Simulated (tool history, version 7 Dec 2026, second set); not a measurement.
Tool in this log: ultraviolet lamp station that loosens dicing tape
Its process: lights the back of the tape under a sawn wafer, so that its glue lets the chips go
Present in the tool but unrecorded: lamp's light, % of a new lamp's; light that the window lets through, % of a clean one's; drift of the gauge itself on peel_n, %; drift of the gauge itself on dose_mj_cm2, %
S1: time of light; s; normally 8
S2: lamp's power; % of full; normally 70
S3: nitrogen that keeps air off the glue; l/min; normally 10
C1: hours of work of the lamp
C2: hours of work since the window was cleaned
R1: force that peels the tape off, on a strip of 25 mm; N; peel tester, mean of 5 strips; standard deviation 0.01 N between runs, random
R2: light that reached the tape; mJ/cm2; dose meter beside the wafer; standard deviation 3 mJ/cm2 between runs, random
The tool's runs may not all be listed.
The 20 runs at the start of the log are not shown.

run	hour	S1	S2	S3	C1	C2	R1	R2
21	635.6	4	70	10	401	45	1.704	148
22	670.4	8	67	9	428	72	0.891	274
23	709.2	9	82	4	458	102	0.869	366
24	730.3	5	82	4	474	118	1.686	202
# hour 748.4: window cleaned of glue's vapour, once more
25	769.2	8	90	5	504	16	0.524	486
26	809.8	8	90	13	535	47	0.375	472
27	829.4	8	90	13	550	62	0.390	465
28	860.4	12	84	3	574	86	0.440	635
29	901.6	9	70	10	606	118	0.539	389
30	939.2	9	70	10	635	147	0.562	381
31	958.6	9	89	6	650	162	0.498	479
32	980.1	11	60	4	667	179	0.767	388
33	1006.2	11	60	4	687	199	0.769	381
34	1027.3	7	99	15	703	215	0.458	401
35	1070.1	13	70	14	736	248	0.343	507
36	1109.8	13	70	10	767	279	0.401	496
37	1132.0	13	70	10	784	296	0.393	492
38	1166.8	10	70	10	810	322	0.591	364

The next listed run, before its measurement:
39	1202.7	10	70	10	838	350	?	?

Logged for run 39: R1 0.581 N, R2 355 mJ/cm2.
With no hidden state in the tool, this same run would have given R1 0.321 N, R2 561 mJ/cm2.
